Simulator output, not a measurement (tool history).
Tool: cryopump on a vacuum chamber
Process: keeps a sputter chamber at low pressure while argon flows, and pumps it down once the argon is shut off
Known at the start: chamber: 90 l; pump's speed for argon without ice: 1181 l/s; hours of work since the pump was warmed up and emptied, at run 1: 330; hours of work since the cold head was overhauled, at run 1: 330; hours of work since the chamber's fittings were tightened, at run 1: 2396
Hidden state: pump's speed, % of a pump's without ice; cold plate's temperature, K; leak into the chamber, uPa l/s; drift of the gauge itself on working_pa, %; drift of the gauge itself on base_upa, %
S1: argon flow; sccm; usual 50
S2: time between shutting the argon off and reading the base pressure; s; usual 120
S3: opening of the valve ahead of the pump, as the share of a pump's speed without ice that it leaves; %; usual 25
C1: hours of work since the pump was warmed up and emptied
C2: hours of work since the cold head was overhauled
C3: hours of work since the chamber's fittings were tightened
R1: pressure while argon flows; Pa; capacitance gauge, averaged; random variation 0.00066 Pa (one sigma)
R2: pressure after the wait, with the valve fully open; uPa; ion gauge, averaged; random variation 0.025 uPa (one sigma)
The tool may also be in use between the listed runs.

run,hour,S1,S2,S3,C1,C2,C3,R1,R2
1,0,50,120,25,330,330,2396,0.2978,3.22
2,38.1,50,120,25,346,346,2411,0.2974,3.33
3,71.3,63,120,25,359,359,2425,0.3762,3.36
# hour 82.1: pump warmed up, emptied and cooled again
4,110.8,63,120,25,12,374,2439,0.3608,2.89
5,141.4,63,120,25,24,386,2452,0.3606,2.92
6,165.3,63,120,25,34,396,2462,0.3632,2.98
7,187.1,63,120,25,43,405,2471,0.3623,3.06
8,209.6,50,120,34,53,414,2480,0.213,3.01
9,232.3,50,120,34,62,424,2489,0.2117,3.08
10,260.6,50,120,25,74,435,2501,0.2872,2.98
11,287.9,50,120,25,85,447,2512,0.2886,3.06
12,308.3,50,120,25,93,455,2521,0.2896,3.05
13,336.3,50,263,25,105,467,2532,0.2883,2.72
14,368.9,50,263,25,118,480,2546,0.2894,2.76
15,387.5,50,263,25,126,488,2553,0.2894,2.84
16,415.4,50,263,18,138,499,2565,0.4026,2.81
17,451.6,40,120,25,153,514,2580,0.2326,3.21
18,477.2,40,120,25,163,525,2590,0.2336,3.16
19,517,40,120,25,179,541,2607,0.234,3.2
20,548.6,40,120,25,193,554,2620,0.2336,3.38
21,573.7,90,27,26,203,565,2630,0.5087,5.93
22,591,68,46,58,210,572,2637,0.1761,4.39
23,610.9,64,46,58,218,580,2646,0.1653,4.46
24,633.5,64,46,58,228,589,2655,0.1666,4.58
25,659.1,66,155,16,238,600,2666,0.6001,3.22
26,698,93,111,41,254,616,2682,0.3376,3.49
27,735.5,93,111,41,270,631,2697,0.3402,3.49
28,755.7,93,111,41,278,640,2705,0.3391,3.44
29,791.1,94,120,45,293,654,2720,0.3161,3.41
30,814.5,50,120,37,302,664,2730,0.2026,3.55
31,835.3,50,120,37,311,673,2738,0.2024,3.45
32,865.7,50,120,37,323,685,2751,0.203,3.52
33,904.7,50,119,25,340,701,2767,0.2971,3.62
34,934.3,56,120,51,352,713,2779,0.1695,3.61

3 ways to go on from here, each from the tool as it stands after run 34. What would each give?
# hour 964: pump warmed up, emptied and cooled again
A,969.1,50,120,56,2,726,2791,?,?
# hour 964: pump warmed up, emptied and cooled again
B,969.1,50,120,18,2,726,2791,?,?
# hour 964: pump warmed up, emptied and cooled again
C,969.1,50,120,24,2,726,2791,?,?

run,R1,R2
A,0.1285,3.36
B,0.3971,3.24
C,0.2991,3.35
Without the tool's hidden state the same runs would have given:
run,R1,R2
A,0.1277,1.05
B,0.3963,0.97
C,0.2983,1.03

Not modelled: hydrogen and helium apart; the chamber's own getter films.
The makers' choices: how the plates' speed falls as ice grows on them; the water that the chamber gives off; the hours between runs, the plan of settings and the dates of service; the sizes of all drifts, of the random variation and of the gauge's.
